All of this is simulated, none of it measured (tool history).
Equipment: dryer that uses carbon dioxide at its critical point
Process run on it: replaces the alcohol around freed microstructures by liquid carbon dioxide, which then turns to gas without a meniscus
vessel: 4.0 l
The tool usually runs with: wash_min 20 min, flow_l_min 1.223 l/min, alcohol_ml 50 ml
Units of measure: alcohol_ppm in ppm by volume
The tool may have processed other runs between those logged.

run 1 day=0.000 | wash_min=20 flow_l_min=1.223 alcohol_ml=50 | alcohol_ppm=93
run 2 day=0.429 | wash_min=20 flow_l_min=1.223 alcohol_ml=50 | alcohol_ppm=78
run 3 day=0.908 | wash_min=20 flow_l_min=1.223 alcohol_ml=50 | alcohol_ppm=80
run 4 day=1.483 | wash_min=20 flow_l_min=1.223 alcohol_ml=50 | alcohol_ppm=86
run 5 day=1.938 | wash_min=20 flow_l_min=1.223 alcohol_ml=50 | alcohol_ppm=86
run 6 day=2.400 | wash_min=20 flow_l_min=1.223 alcohol_ml=50 | alcohol_ppm=76
run 7 day=2.858 | wash_min=20 flow_l_min=1.223 alcohol_ml=50 | alcohol_ppm=89
run 8 day=3.388 | wash_min=20 flow_l_min=1.223 alcohol_ml=50 | alcohol_ppm=92
run 9 day=4.021 | wash_min=20 flow_l_min=1.223 alcohol_ml=50 | alcohol_ppm=91
run 10 day=4.283 | wash_min=20 flow_l_min=1.223 alcohol_ml=50 | alcohol_ppm=96
run 11 day=4.808 | wash_min=20 flow_l_min=1.223 alcohol_ml=50 | alcohol_ppm=92
run 12 day=5.221 | wash_min=20 flow_l_min=1.223 alcohol_ml=50 | alcohol_ppm=99
run 13 day=5.658 | wash_min=20 flow_l_min=1.223 alcohol_ml=50 | alcohol_ppm=95
run 14 day=6.100 | wash_min=12 flow_l_min=1.223 alcohol_ml=50 | alcohol_ppm=547
run 15 day=6.412 | wash_min=20 flow_l_min=0.890 alcohol_ml=50 | alcohol_ppm=318
run 16 day=6.975 | wash_min=20 flow_l_min=0.890 alcohol_ml=50 | alcohol_ppm=325
run 17 day=7.333 | wash_min=20 flow_l_min=0.890 alcohol_ml=50 | alcohol_ppm=312
run 18 day=7.879 | wash_min=20 flow_l_min=1.430 alcohol_ml=50 | alcohol_ppm=60
run 19 day=8.475 | wash_min=20 flow_l_min=1.430 alcohol_ml=50 | alcohol_ppm=72
run 20 day=8.808 | wash_min=20 flow_l_min=1.223 alcohol_ml=50 | alcohol_ppm=99
run 21 day=9.108 | wash_min=20 flow_l_min=1.223 alcohol_ml=50 | alcohol_ppm=100
run 22 day=9.650 | wash_min=20 flow_l_min=1.223 alcohol_ml=50 | alcohol_ppm=110
run 23 day=10.071 | wash_min=20 flow_l_min=1.223 alcohol_ml=38 | alcohol_ppm=94
run 24 day=10.683 | wash_min=28 flow_l_min=0.840 alcohol_ml=32 | alcohol_ppm=103
run 25 day=10.958 | wash_min=28 flow_l_min=0.840 alcohol_ml=32 | alcohol_ppm=104
run 26 day=11.483 | wash_min=19 flow_l_min=1.920 alcohol_ml=103 | alcohol_ppm=57
run 27 day=11.992 | wash_min=17 flow_l_min=1.223 alcohol_ml=31 | alcohol_ppm=141
run 28 day=12.562 | wash_min=17 flow_l_min=1.223 alcohol_ml=31 | alcohol_ppm=135
run 29 day=12.917 | wash_min=22 flow_l_min=1.880 alcohol_ml=52 | alcohol_ppm=44
run 30 day=13.425 | wash_min=29 flow_l_min=1.880 alcohol_ml=78 | alcohol_ppm=48
run 31 day=13.683 | wash_min=20 flow_l_min=1.530 alcohol_ml=50 | alcohol_ppm=63
run 32 day=14.129 | wash_min=20 flow_l_min=0.840 alcohol_ml=50 | alcohol_ppm=435
run 33 day=14.408 | wash_min=20 flow_l_min=1.470 alcohol_ml=30 | alcohol_ppm=64
run 34 day=14.946 | wash_min=20 flow_l_min=1.470 alcohol_ml=30 | alcohol_ppm=67
run 35 day=15.279 | wash_min=28 flow_l_min=1.940 alcohol_ml=32 | alcohol_ppm=56
run 36 day=15.879 | wash_min=28 flow_l_min=1.940 alcohol_ml=32 | alcohol_ppm=50
run 37 day=16.250 | wash_min=14 flow_l_min=2.000 alcohol_ml=50 | alcohol_ppm=81
run 38 day=16.571 | wash_min=14 flow_l_min=1.100 alcohol_ml=50 | alcohol_ppm=580
run 39 day=17.046 | wash_min=14 flow_l_min=1.100 alcohol_ml=50 | alcohol_ppm=577
run 40 day=17.433 | wash_min=19 flow_l_min=1.610 alcohol_ml=73 | alcohol_ppm=77
run 41 day=17.833 | wash_min=19 flow_l_min=1.610 alcohol_ml=73 | alcohol_ppm=74
run 42 day=18.238 | wash_min=20 flow_l_min=1.223 alcohol_ml=27 | alcohol_ppm=106
run 43 day=18.808 | wash_min=17 flow_l_min=2.060 alcohol_ml=37 | alcohol_ppm=63
run 44 day=19.183 | wash_min=20 flow_l_min=1.140 alcohol_ml=25 | alcohol_ppm=117
run 45 day=19.700 | wash_min=20 flow_l_min=1.140 alcohol_ml=25 | alcohol_ppm=117
run 46 day=20.029 | wash_min=20 flow_l_min=1.223 alcohol_ml=46 | alcohol_ppm=131

Branching from run 46: 5 alternative next runs. What would each branch give?
run A day=20.479 | wash_min=16 flow_l_min=0.990 alcohol_ml=50 | alcohol_ppm=?
run B day=20.479 | wash_min=20 flow_l_min=1.450 alcohol_ml=30 | alcohol_ppm=?
run C day=20.479 | wash_min=28 flow_l_min=0.970 alcohol_ml=34 | alcohol_ppm=?
run D day=20.479 | wash_min=20 flow_l_min=1.223 alcohol_ml=30 | alcohol_ppm=?
run E day=20.479 | wash_min=25 flow_l_min=2.020 alcohol_ml=80 | alcohol_ppm=?

run=A alcohol_ppm=555
run=B alcohol_ppm=81
run=C alcohol_ppm=98
run=D alcohol_ppm=112
run=E alcohol_ppm=56
With no hidden state in the tool, these same runs would have given:
run=A alcohol_ppm=355
run=B alcohol_ppm=18
run=C alcohol_ppm=28
run=D alcohol_ppm=36
run=E alcohol_ppm=1
